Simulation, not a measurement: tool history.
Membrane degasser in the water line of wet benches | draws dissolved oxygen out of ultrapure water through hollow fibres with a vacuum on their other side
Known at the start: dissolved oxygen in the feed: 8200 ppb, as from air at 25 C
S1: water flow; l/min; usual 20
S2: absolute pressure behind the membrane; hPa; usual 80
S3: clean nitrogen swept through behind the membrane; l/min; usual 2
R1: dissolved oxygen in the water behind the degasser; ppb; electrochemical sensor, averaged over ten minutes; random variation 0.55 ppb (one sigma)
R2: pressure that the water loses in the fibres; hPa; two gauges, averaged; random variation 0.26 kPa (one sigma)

run 1 hour=0 | S1=20 S2=80 S3=2 | R1=116.1 R2=694.3
run 2 hour=28.5 | S1=20 S2=80 S3=3.85 | R1=63 R2=693.9
run 3 hour=78.3 | S1=20 S2=80 S3=3.85 | R1=62.9 R2=696.6
run 4 hour=105.7 | S1=20 S2=93.2 S3=2 | R1=146.8 R2=697.6
run 5 hour=142 | S1=20 S2=93.2 S3=2 | R1=145.6 R2=698.7
run 6 hour=182.6 | S1=23 S2=93.2 S3=2 | R1=166.4 R2=797.3
run 7 hour=223.5 | S1=20 S2=80 S3=3.12 | R1=76.4 R2=697.4
run 8 hour=275.4 | S1=20 S2=80 S3=3.12 | R1=77.4 R2=693.1
run 9 hour=316.3 | S1=20 S2=80 S3=2 | R1=115.9 R2=692.8
run 10 hour=370 | S1=20 S2=80 S3=2 | R1=116.1 R2=693.8
run 11 hour=434.3 | S1=20 S2=80 S3=2 | R1=116.3 R2=692.9
run 12 hour=465.8 | S1=20 S2=80 S3=2 | R1=116.5 R2=693.3
run 13 hour=520.6 | S1=20 S2=80 S3=2 | R1=115.9 R2=694.8
run 14 hour=586.9 | S1=20 S2=80 S3=2 | R1=116.6 R2=693.5
run 15 hour=641.3 | S1=20 S2=80 S3=0.82 | R1=255.2 R2=692.5
run 16 hour=694.5 | S1=20 S2=80 S3=2 | R1=116.3 R2=699.5
run 17 hour=736.5 | S1=20 S2=187.5 S3=5.98 | R1=130.1 R2=691.7
run 18 hour=766.3 | S1=24 S2=81.1 S3=5.98 | R1=51.8 R2=834.9

The next listed run, before its measurement:
run 19 hour=798 | S1=18 S2=80 S3=3.74 | R1=? R2=?

{"run 19": {"R1": 58.7, "R2": 623.7}}
Without the tool's hidden state the same run would have given R1 57.2 ppb, R2 620.4 hPa.

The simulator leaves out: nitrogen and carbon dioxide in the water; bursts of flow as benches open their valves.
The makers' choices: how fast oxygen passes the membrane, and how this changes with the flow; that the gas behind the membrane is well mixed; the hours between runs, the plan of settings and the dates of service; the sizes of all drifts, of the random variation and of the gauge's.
